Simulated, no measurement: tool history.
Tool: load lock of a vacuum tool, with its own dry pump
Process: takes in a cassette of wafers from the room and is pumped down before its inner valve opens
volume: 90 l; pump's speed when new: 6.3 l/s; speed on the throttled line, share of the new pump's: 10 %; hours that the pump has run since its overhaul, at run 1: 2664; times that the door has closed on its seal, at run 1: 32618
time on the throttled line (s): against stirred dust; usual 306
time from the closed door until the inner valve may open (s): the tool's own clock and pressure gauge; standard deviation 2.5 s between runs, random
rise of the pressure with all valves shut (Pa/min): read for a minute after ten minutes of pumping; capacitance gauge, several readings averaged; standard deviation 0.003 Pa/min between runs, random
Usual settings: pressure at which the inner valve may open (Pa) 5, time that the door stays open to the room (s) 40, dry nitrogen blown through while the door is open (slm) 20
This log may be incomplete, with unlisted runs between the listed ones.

run    hour  time on the throttled line (s)  pressure at which the inner valve may open (Pa)  time that the door stays open to the room (s)  dry nitrogen blown through while the door is open (slm)  hours that the pump has run since its overhaul  times that the door has closed on its seal  incoming humidity of the room's air, %  time from the closed door until the inner valve may open (s)  rise of the pressure with all valves shut (Pa/min)
  1       0                             306                                                5                                             40                                                       20                                            2664                                       32618                                    42.5                                                         423.8                                               0.379
  2   380.4                             306                                                5                                             58                                                       20                                            3045                                       34079                                    45.9                                                           429                                               0.418
      530.3  -- door's seal changed, seat wiped
  3   773.2                             306                                                5                                             58                                                       20                                            3436                                         933                                    43.2                                                         427.1                                               0.022
  4  1004.2                             306                                                5                                             40                                                       20                                            3667                                        1820                                    40.8                                                         423.8                                               0.026
  5  1291.2                             306                                                5                                             40                                                       20                                            3954                                        2923                                    46.4                                                         429.4                                               0.034
  6  1654.9                             306                                                5                                             40                                                       20                                            4318                                        4320                                    45.3                                                         428.7                                               0.045
  7  2047.7                             306                                                5                                             40                                                       20                                            4710                                        5829                                      42                                                         430.1                                               0.049
  8  2544.2                             306                                                5                                             40                                                       20                                            5207                                        7736                                    44.1                                                         431.4                                               0.065
  9  2927.1                             306                                                5                                             40                                                       20                                            5590                                        9208                                    45.1                                                         431.6                                               0.075
 10    3351                             306                                                5                                             40                                                       20                                            6014                                       10836                                    42.4                                                         431.6                                               0.094
 11  3698.6                             306                                                5                                             40                                                       20                                            6361                                       12172                                    44.6                                                         430.8                                                 0.1
 12  3945.2                             306                                                8                                             27                                                       23                                            6608                                       13119                                    43.9                                                         428.7                                               0.109
 13  4293.7                             306                                                4                                             40                                                        6                                            6956                                       14458                                    46.4                                                         441.8                                               0.138
 14    4508                             204                                                4                                             40                                                        6                                            7171                                       15281                                    42.6                                                         351.1                                               0.149
 15  4967.3                             204                                                4                                             40                                                        6                                            7630                                       17045                                      48                                                         352.1                                               0.173
 16  5197.9                             566                                                5                                             40                                                       26                                            7861                                       17931                                    45.7                                                         668.2                                               0.165
 17  5576.4                             566                                                5                                             40                                                       26                                            8239                                       19386                                    44.2                                                         666.6                                               0.188
 18  5977.4                             194                                                5                                             73                                                       35                                            8640                                       20926                                    46.3                                                         340.3                                               0.208
 19  6274.4                             306                                                5                                            218                                                       20                                            8937                                       22067                                    43.2                                                         440.8                                               0.239

Below, each run's measurement less what the same run would have read without the hidden state. Both values contain the same run-to-run variation, but the gauge's scatter may not be the same in both:
Unlogged tool condition in this case: pump's speed, % of a new pump's; leak at the door's seal, Pa l/s; drift of the gauge itself on ready_s, %; drift of the gauge itself on rise_pa_min, %.
run  time from the closed door until the inner valve may open (s)  rise of the pressure with all valves shut (Pa/min)
  1                                                          +5.9                                              +0.358
  2                                                            +7                                              +0.393
  3                                                          +7.3                                              +0.003
  4                                                          +7.7                                              +0.007
  5                                                          +8.8                                              +0.011
  6                                                          +9.6                                               +0.02
  7                                                         +10.6                                              +0.029
  8                                                         +11.8                                              +0.044
  9                                                         +12.6                                              +0.057
 10                                                         +13.6                                              +0.071
 11                                                         +14.3                                              +0.084
 12                                                         +14.1                                              +0.094
 13                                                           +17                                              +0.104
 14                                                           +19                                              +0.116
 15                                                         +20.2                                              +0.137
 16                                                         +14.4                                              +0.148
 17                                                         +15.2                                              +0.172
 18                                                         +22.6                                              +0.188
 19                                                         +21.5                                              +0.204

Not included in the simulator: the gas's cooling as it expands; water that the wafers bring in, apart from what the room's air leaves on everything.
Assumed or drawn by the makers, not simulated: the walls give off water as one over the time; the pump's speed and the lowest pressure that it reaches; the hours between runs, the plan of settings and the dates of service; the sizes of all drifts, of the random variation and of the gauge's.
